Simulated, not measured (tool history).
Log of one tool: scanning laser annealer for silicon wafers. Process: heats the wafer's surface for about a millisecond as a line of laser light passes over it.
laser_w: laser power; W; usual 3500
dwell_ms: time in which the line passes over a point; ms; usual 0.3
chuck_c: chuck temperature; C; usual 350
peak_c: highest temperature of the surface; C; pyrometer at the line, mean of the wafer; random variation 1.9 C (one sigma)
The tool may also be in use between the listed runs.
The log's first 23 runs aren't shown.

run     day  laser_w  dwell_ms  chuck_c  hours of work since the window was cleaned  hours of work since the power meter was calibrated  hours of work since the optics were aligned  peak_c
 24  10.446     3640       0.3      347                                         478                                                 292                                          451    1174
 25  10.854     3653     0.284      366                                         486                                                 299                                          459    1177
 26  11.417     3792     0.262      346                                         496                                                 309                                          469    1163
 27  11.958     3141      0.22      361                                         506                                                 319                                          479     959
 28   12.35     3531     0.334      351                                         513                                                 326                                          486    1185
 29  12.933     3531     0.334      351                                         524                                                 337                                          496    1184
 30  13.283     3135     0.234      312                                         530                                                 343                                          503     918
 31  13.858     3791     0.281      350                                         540                                                 353                                          513    1190
 32  14.358     3243     0.244      359                                         549                                                 363                                          522    1008
 33      15     3243     0.244      359                                         561                                                 374                                          534    1001
 34  15.542     3500     0.324      365                                         571                                                 384                                          544    1171
 35  16.058     3431     0.272      350                                         580                                                 393                                          553    1076
 36  16.458     3056     0.328      350                                         587                                                 401                                          560    1031
 37  16.988     3088       0.3      322                                         597                                                 410                                          570     985
 38  17.433     3108     0.219      361                                         605                                                 418                                          578     941
 39  17.862     3503     0.337      361                                         613                                                 426                                          586    1178
 40  18.275     3500       0.3      319                                         620                                                 434                                          593    1091
 41    18.9     3163     0.254      327                                         632                                                 445                                          604     955

3 ways to go on from here, each from the tool as it stands after run 41. What would each give?
  A  19.392     3381     0.353      350                                         641                                                 454                                          613       ?
  B  19.392     3396     0.324      327                                         641                                                 454                                          613       ?
  C  19.392     3500       0.3      347                                         641                                                 454                                          613       ?

run  peak_c
  A    1143
  B    1098
  C    1118
Without the tool's hidden state the same runs would have given:
run  peak_c
  A    1214
  B    1166
  C    1186
